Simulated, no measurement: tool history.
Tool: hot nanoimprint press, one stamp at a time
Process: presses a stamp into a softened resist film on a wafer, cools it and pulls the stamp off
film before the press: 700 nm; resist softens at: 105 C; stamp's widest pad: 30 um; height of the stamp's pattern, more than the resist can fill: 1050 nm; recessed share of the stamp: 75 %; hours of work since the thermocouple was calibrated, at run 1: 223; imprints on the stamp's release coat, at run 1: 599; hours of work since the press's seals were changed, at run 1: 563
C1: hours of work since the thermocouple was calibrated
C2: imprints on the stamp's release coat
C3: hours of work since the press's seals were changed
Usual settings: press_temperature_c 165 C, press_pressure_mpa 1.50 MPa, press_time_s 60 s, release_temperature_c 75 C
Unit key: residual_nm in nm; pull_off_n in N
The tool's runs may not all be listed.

Run 1, hour 0.0: usual settings; C1 223; C2 599; C3 563. Result: residual_nm 298.2 nm, pull_off_n 248 N.
Run 2, hour 51.6: usual settings; C1 245; C2 691; C3 585. Result: residual_nm 298.5 nm, pull_off_n 255 N.
Run 3, hour 82.9: usual settings; C1 258; C2 747; C3 598. Result: residual_nm 297.4 nm, pull_off_n 260 N.
Run 4, hour 131.9: usual settings but press_temperature_c 163 C; C1 280; C2 835; C3 620. Result: residual_nm 337.7 nm, pull_off_n 262 N.
Run 5, hour 169.7: usual settings but press_temperature_c 163 C, release_temperature_c 61 C; C1 296; C2 902; C3 636. Result: residual_nm 334.9 nm, pull_off_n 364 N.
Run 6, hour 225.5: usual settings but press_temperature_c 163 C, release_temperature_c 61 C; C1 320; C2 1002; C3 660. Result: residual_nm 329.2 nm, pull_off_n 370 N.
Run 7, hour 257.3: usual settings but press_temperature_c 163 C, release_temperature_c 61 C; C1 334; C2 1059; C3 673. Result: residual_nm 328.9 nm, pull_off_n 368 N.
Run 8, hour 291.4: usual settings but press_temperature_c 163 C; C1 348; C2 1120; C3 688. Result: residual_nm 329.6 nm, pull_off_n 278 N.
Run 9, hour 320.4: usual settings; C1 361; C2 1172; C3 701. Result: residual_nm 289.9 nm, pull_off_n 271 N.
At hour 350.2: plate thermocouple calibrated.
Run 10, hour 367.8: usual settings; C1 8; C2 1251; C3 720. Result: residual_nm 275.9 nm, pull_off_n 275 N.
Run 11, hour 393.6: usual settings but release_temperature_c 83 C; C1 19; C2 1297; C3 731. Result: residual_nm 273.8 nm, pull_off_n 204 N.
At hour 442.2: press's hydraulic seals changed and the load cell set to zero.
Run 12, hour 448.5: usual settings but press_temperature_c 166 C; C1 39; C2 1381; C3 3. Result: residual_nm 250.1 nm, pull_off_n 274 N.
Run 13, hour 500.6: usual settings but press_temperature_c 166 C, release_temperature_c 74 C; C1 61; C2 1474; C3 25. Result: residual_nm 254.1 nm, pull_off_n 283 N.
Run 14, hour 536.9: usual settings but press_temperature_c 166 C, press_time_s 101 s, release_temperature_c 74 C; C1 77; C2 1539; C3 41. Result: residual_nm 197.6 nm, pull_off_n 296 N.
At hour 549.0: plate thermocouple calibrated, once more.
Run 15, hour 581.3: usual settings but press_temperature_c 166 C, press_time_s 101 s, release_temperature_c 74 C; C1 14; C2 1613; C3 59. Result: residual_nm 241.8 nm, pull_off_n 315 N.
Run 16, hour 628.6: usual settings but press_temperature_c 166 C, press_time_s 47 s, release_temperature_c 74 C; C1 34; C2 1697; C3 79. Result: residual_nm 329.5 nm, pull_off_n 321 N.
Run 17, hour 674.9: usual settings but press_temperature_c 159 C, press_pressure_mpa 1.49 MPa, press_time_s 40 s; C1 54; C2 1780; C3 99. Result: residual_nm 501.1 nm, pull_off_n 331 N.
Run 18, hour 701.6: usual settings but press_temperature_c 159 C, press_pressure_mpa 1.49 MPa, press_time_s 40 s; C1 66; C2 1828; C3 110. Result: residual_nm 493.4 nm, pull_off_n 329 N.
Run 19, hour 728.8: usual settings but press_temperature_c 159 C, press_pressure_mpa 1.49 MPa, press_time_s 40 s; C1 77; C2 1876; C3 122. Result: residual_nm 492.8 nm, pull_off_n 327 N.
Run 20, hour 787.5: usual settings but press_time_s 32 s; C1 103; C2 1981; C3 147. Result: residual_nm 390.8 nm, pull_off_n 320 N.
Run 21, hour 839.5: usual settings but press_temperature_c 163 C, press_pressure_mpa 1.89 MPa, press_time_s 38 s, release_temperature_c 81 C; C1 125; C2 2074; C3 170. Result: residual_nm 380.9 nm, pull_off_n 271 N.
Run 22, hour 877.8: usual settings but press_temperature_c 163 C, press_pressure_mpa 1.89 MPa, press_time_s 38 s, release_temperature_c 81 C; C1 142; C2 2142; C3 186. Result: residual_nm 379.9 nm, pull_off_n 275 N.
Run 23, hour 933.2: usual settings but press_temperature_c 163 C, press_pressure_mpa 1.89 MPa, press_time_s 38 s, release_temperature_c 81 C; C1 165; C2 2241; C3 210. Result: residual_nm 371.2 nm, pull_off_n 290 N.
Run 24, hour 969.2: usual settings but press_temperature_c 163 C, press_pressure_mpa 1.89 MPa, press_time_s 38 s, release_temperature_c 81 C; C1 181; C2 2306; C3 226. Result: residual_nm 374.7 nm, pull_off_n 282 N.
Run 25, hour 997.0: usual settings but press_temperature_c 163 C, press_pressure_mpa 1.89 MPa, press_time_s 38 s, release_temperature_c 81 C; C1 193; C2 2355; C3 238. Result: residual_nm 372.3 nm, pull_off_n 292 N.
At hour 1040.6: stamp cleaned and given a new release coat.
Run 26, hour 1044.7: usual settings; C1 211; C2 7; C3 256. Result: residual_nm 300.2 nm, pull_off_n 214 N.
Run 27, hour 1101.4: usual settings; C1 235; C2 108; C3 280. Result: residual_nm 301.8 nm, pull_off_n 223 N.
Run 28, hour 1131.6: usual settings but press_pressure_mpa 1.60 MPa, press_time_s 39 s, release_temperature_c 82 C; C1 248; C2 162; C3 293. Result: residual_nm 343.8 nm, pull_off_n 178 N.
Run 29, hour 1177.9: usual settings but press_temperature_c 160 C, press_time_s 53 s; C1 268; C2 245; C3 313. Result: residual_nm 417.9 nm, pull_off_n 226 N.
Run 30, hour 1214.9: usual settings but press_temperature_c 158 C, press_pressure_mpa 1.76 MPa, press_time_s 43 s; C1 284; C2 311; C3 329. Result: residual_nm 471.2 nm, pull_off_n 228 N.

How would selected steps in residual_nm from run to run divide? Give the signed amount a tool lacking its hidden state would still show from settings, what came in and random variation, and the signed amount left for the hidden state, including any gauge scatter that is not in both of the compared results.
Hidden state at play: true temperature over the reading, C; pressure that arrives at the usual setting, %; grip of the stamp's worn release coat, % over a new coat's; drift of the gauge itself on residual_nm, %; drift of the gauge itself on pull_off_n, %.
Run 9 -> 10: plate thermocouple calibrated. residual_nm -14.0 nm: hidden state -12.8, all else -1.2.
Run 13 -> 14: press_time_s 60 -> 101. residual_nm -56.5 nm: hidden state +7.1, all else -63.6.
Run 14 -> 15: plate thermocouple calibrated, once more. residual_nm +44.2 nm: hidden state +40.3, all else +3.9.
Run 15 -> 16: press_time_s 101 -> 47. residual_nm +87.7 nm: hidden state -1.7, all else +89.4.
Run 16 -> 17: press_temperature_c 166 -> 159, press_pressure_mpa 1.50 -> 1.49, press_time_s 47 -> 40, release_temperature_c 74 -> 75. residual_nm +171.6 nm: hidden state -2.0, all else +173.6.
Run 19 -> 20: press_temperature_c 159 -> 165, press_pressure_mpa 1.49 -> 1.50, press_time_s 40 -> 32. residual_nm -102.0 nm: hidden state -2.0, all else -100.0.
